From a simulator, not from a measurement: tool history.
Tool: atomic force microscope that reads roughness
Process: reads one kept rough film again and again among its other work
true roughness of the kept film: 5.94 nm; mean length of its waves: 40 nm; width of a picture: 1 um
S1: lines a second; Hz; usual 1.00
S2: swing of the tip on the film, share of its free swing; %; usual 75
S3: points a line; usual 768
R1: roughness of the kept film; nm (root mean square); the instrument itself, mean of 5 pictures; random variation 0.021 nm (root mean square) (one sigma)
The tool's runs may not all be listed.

run,hour,S1,S2,S3,R1
1,0.0,1.00,75,768,5.158
2,15.6,1.00,75,768,4.790
3,32.5,1.00,75,768,4.505
4,45.7,1.00,75,768,4.294
5,61.2,1.00,75,768,4.062
6,73.5,1.00,61,768,5.116
7,83.1,1.00,75,768,4.804
8,99.5,1.00,75,449,4.450
9,114.8,1.00,75,449,4.183
10,129.3,1.00,75,660,3.955
11,143.4,1.00,64,768,4.991
12,156.8,1.00,59,768,4.824
13,169.7,1.00,59,564,4.543
14,184.3,2.23,75,768,4.053
15,192.3,2.23,75,768,3.901
16,206.2,1.26,70,314,4.911
17,223.7,3.64,75,768,4.169
18,232.9,3.64,75,768,4.042
19,244.5,3.88,78,563,3.738
20,263.3,3.88,78,563,4.539
21,279.2,3.88,78,563,4.222
22,289.0,3.88,78,563,4.091
23,305.6,2.39,84,402,3.866
24,322.7,2.39,84,402,3.661
25,335.2,3.45,73,392,4.619

Taken out of this log: 5 entries between the listed runs. Where each belongs, and how the hidden state differs across it:
Between runs 5 and 6: new tip fitted (hour 65.7)
  radius of the tip, nm: 28.2 -> 10; height scale over the true one, %: 0.06 -> 0.07
  measured less the result without the state, R1: -1.143 -> -0.201 nm (root mean square)
Between runs 10 and 11: new tip fitted (hour 131.2)
  radius of the tip, nm: 30.3 -> 11.3
  measured less the result without the state, R1: -1.223 -> -0.280 nm (root mean square)
Between runs 15 and 16: new tip fitted (hour 197.1)
  radius of the tip, nm: 27.5 -> 11; height scale over the true one, %: 0.11 -> 0.12
  measured less the result without the state, R1: -1.057 -> -0.253 nm (root mean square)
Between runs 19 and 20: new tip fitted (hour 262.3)
  radius of the tip, nm: 24.3 -> 7.7
  measured less the result without the state, R1: -0.855 -> -0.037 nm (root mean square)
Between runs 24 and 25: new tip fitted (hour 328.3)
  radius of the tip, nm: 28.3 -> 9.7
  measured less the result without the state, R1: -1.028 -> -0.156 nm (root mean square)
